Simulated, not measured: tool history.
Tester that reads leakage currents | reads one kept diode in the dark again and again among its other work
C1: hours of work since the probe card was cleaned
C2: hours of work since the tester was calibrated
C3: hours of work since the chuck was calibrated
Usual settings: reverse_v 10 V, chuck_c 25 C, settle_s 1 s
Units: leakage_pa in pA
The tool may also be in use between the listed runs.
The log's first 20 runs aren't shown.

run 21 hour=520.9 | reverse_v=6.6 chuck_c=37 settle_s=2.44 | C1=2175 C2=1120 C3=467 | leakage_pa=173.82
run 22 hour=549 | reverse_v=6.6 chuck_c=37 settle_s=2.44 | C1=2190 C2=1135 C3=482 | leakage_pa=173.59
run 23 hour=582 | reverse_v=12.4 chuck_c=51 settle_s=0.5 | C1=2208 C2=1152 C3=500 | leakage_pa=611.12
run 24 hour=618.4 | reverse_v=10 chuck_c=31 settle_s=0.57 | C1=2227 C2=1172 C3=519 | leakage_pa=149.77
run 25 hour=652.6 | reverse_v=17.9 chuck_c=28 settle_s=1.62 | C1=2245 C2=1190 C3=537 | leakage_pa=167.91
run 26 hour=671.3 | reverse_v=8.2 chuck_c=21 settle_s=1.62 | C1=2255 C2=1200 C3=547 | leakage_pa=66.25
run 27 hour=695.1 | reverse_v=14.1 chuck_c=34 settle_s=1.62 | C1=2267 C2=1212 C3=559 | leakage_pa=220.84
run 28 hour=729.6 | reverse_v=3.7 chuck_c=29 settle_s=1.78 | C1=2286 C2=1230 C3=578 | leakage_pa=73.75
run 29 hour=752.6 | reverse_v=3.7 chuck_c=29 settle_s=1.78 | C1=2298 C2=1243 C3=590 | leakage_pa=73.38
run 30 hour=782.2 | reverse_v=10 chuck_c=55 settle_s=3.06 | C1=2313 C2=1258 C3=605 | leakage_pa=690.63
run 31 hour=821.8 | reverse_v=10 chuck_c=55 settle_s=3.06 | C1=2334 C2=1279 C3=626 | leakage_pa=694.21
run 32 hour=842.5 | reverse_v=10 chuck_c=55 settle_s=3.06 | C1=2345 C2=1290 C3=637 | leakage_pa=695.75
run 33 hour=862.8 | reverse_v=10 chuck_c=55 settle_s=3.06 | C1=2356 C2=1301 C3=648 | leakage_pa=696.37
run 34 hour=898 | reverse_v=10 chuck_c=55 settle_s=3.06 | C1=2374 C2=1319 C3=666 | leakage_pa=696.19
run 35 hour=921 | reverse_v=6.3 chuck_c=34 settle_s=5.24 | C1=2387 C2=1331 C3=679 | leakage_pa=140.75
run 36 hour=945 | reverse_v=1.7 chuck_c=37 settle_s=2.78 | C1=2399 C2=1344 C3=691 | leakage_pa=82.63
run 37 hour=975.3 | reverse_v=9.7 chuck_c=27 settle_s=2.01 | C1=2415 C2=1360 C3=707 | leakage_pa=111.93
run 38 hour=1012.8 | reverse_v=9.7 chuck_c=27 settle_s=2.01 | C1=2435 C2=1380 C3=727 | leakage_pa=112.34
run 39 hour=1035.9 | reverse_v=14.4 chuck_c=21 settle_s=2.01 | C1=2447 C2=1392 C3=739 | leakage_pa=94.67

4 ways to go on from here, each from the tool as it stands after run 39. What would each give?
run A hour=1053.3 | reverse_v=11.1 chuck_c=29 settle_s=0.93 | C1=2456 C2=1401 C3=748 | leakage_pa=?
run B hour=1053.3 | reverse_v=10 chuck_c=25 settle_s=7.83 | C1=2456 C2=1401 C3=748 | leakage_pa=?
run C hour=1053.3 | reverse_v=14.4 chuck_c=33 settle_s=0.91 | C1=2456 C2=1401 C3=748 | leakage_pa=?
run D hour=1053.3 | reverse_v=10 chuck_c=30 settle_s=1 | C1=2456 C2=1401 C3=748 | leakage_pa=?

run=A leakage_pa=139.94
run=B leakage_pa=99.11
run=C leakage_pa=210.87
run=D leakage_pa=140.84
Without the tool's hidden state the same runs would have given:
run=A leakage_pa=125.94
run=B leakage_pa=87.51
run=C leakage_pa=191.73
run=D leakage_pa=127.6
